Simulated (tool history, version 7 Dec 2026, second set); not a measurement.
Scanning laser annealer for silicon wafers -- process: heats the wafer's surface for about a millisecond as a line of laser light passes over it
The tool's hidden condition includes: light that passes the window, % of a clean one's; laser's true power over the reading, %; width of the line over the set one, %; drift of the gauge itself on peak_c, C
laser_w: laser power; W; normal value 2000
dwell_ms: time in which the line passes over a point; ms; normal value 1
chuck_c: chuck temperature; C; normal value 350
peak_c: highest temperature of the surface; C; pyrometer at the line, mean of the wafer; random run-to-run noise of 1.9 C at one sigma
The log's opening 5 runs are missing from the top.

| run | day | laser_w | dwell_ms | chuck_c | hours of work since the window was cleaned | hours of work since the power meter was calibrated | hours of work since the optics were aligned | peak_c |
|---|---|---|---|---|---|---|---|---|
| 6 | 2.946 | 2000 | 1 | 324 | 262 | 151 | 336 | 1103 |
| 7 | 3.367 | 2000 | 0.86 | 324 | 269 | 158 | 342 | 1038 |
| 8 | 3.771 | 2000 | 0.86 | 324 | 276 | 165 | 349 | 1037 |
| 9 | 4.383 | 2000 | 0.86 | 324 | 286 | 175 | 359 | 1042 |
| 10 | 5.129 | 2000 | 0.86 | 324 | 298 | 188 | 372 | 1034 |
| 11 | 5.808 | 2000 | 0.86 | 324 | 310 | 199 | 383 | 1044 |
| 12 | 6.496 | 2000 | 0.86 | 324 | 321 | 210 | 394 | 1040 |
| 13 | 7.212 | 2000 | 0.86 | 324 | 333 | 222 | 406 | 1039 |
| 14 | 7.646 | 2000 | 0.86 | 324 | 340 | 229 | 413 | 1039 |
| 15 | 8.267 | 2000 | 0.86 | 324 | 350 | 239 | 423 | 1039 |
| 16 | 8.833 | 2000 | 0.86 | 324 | 360 | 249 | 433 | 1043 |
| 17 | 9.321 | 2000 | 0.86 | 324 | 368 | 257 | 441 | 1041 |
| 18 | 9.758 | 2000 | 0.79 | 350 | 375 | 264 | 448 | 1031 |
| 19 | 10.35 | 1708 | 1.03 | 369 | 385 | 274 | 458 | 1007 |
| 20 | 10.929 | 2001 | 0.97 | 341 | 394 | 283 | 467 | 1107 |
| 21 | 11.383 | 2001 | 0.97 | 341 | 402 | 291 | 475 | 1105 |
| 22 | 11.771 | 2000 | 0.86 | 369 | 408 | 297 | 481 | 1085 |

For run 23, what comes out?
| 23 | 12.15 | 1718 | 0.8 | 369 | 414 | 304 | 488 | ? |

{"run 23": {"peak_c": 931}}
Had the tool carried no hidden state, the very same run would have given peak_c 931 C.
